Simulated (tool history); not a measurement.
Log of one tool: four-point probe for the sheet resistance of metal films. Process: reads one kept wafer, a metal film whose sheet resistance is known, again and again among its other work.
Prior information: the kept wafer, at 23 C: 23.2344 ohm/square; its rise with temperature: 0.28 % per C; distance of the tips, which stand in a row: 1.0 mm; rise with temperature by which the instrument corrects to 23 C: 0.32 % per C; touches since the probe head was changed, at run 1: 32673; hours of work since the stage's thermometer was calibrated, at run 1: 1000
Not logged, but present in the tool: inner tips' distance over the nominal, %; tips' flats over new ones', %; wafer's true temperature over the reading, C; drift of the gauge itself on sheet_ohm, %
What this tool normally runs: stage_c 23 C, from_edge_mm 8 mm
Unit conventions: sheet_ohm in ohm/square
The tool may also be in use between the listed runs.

run,hour,stage_c,from_edge_mm,touches since the probe head was changed,hours of work since the stage's thermometer was calibrated,sheet_ohm
1,0,23,8,32673,1000,23.513507
2,29.2,23,8,34096,1017,23.514856
3,80,23,8,36570,1046,23.525916
4,106,23,8,37834,1060,23.527423
5,145.7,23,8,39768,1083,23.530246
6,190.6,23,8,41953,1109,23.538197
7,220.9,23,8,43430,1126,23.546886
8,262.5,23,8,45454,1150,23.54561
9,299.8,30,52,47274,1171,23.305107
10,345.1,20,20,49478,1197,23.424715
11,388.3,20,20,51583,1221,23.439144
12,409.8,23,8,52631,1234,23.57739
13,447.8,27,43,54480,1255,23.359125
14,489.6,27,43,56516,1279,23.352216

Had the tool no unlogged condition, and each run kept its random variation, what would the results have been?
run,sheet_ohm
1,23.430218
2,23.427456
3,23.430983
4,23.428575
5,23.425874
6,23.427035
7,23.431281
8,23.423946
9,23.178984
10,23.292058
11,23.299942
12,23.434225
13,23.211615
14,23.198382
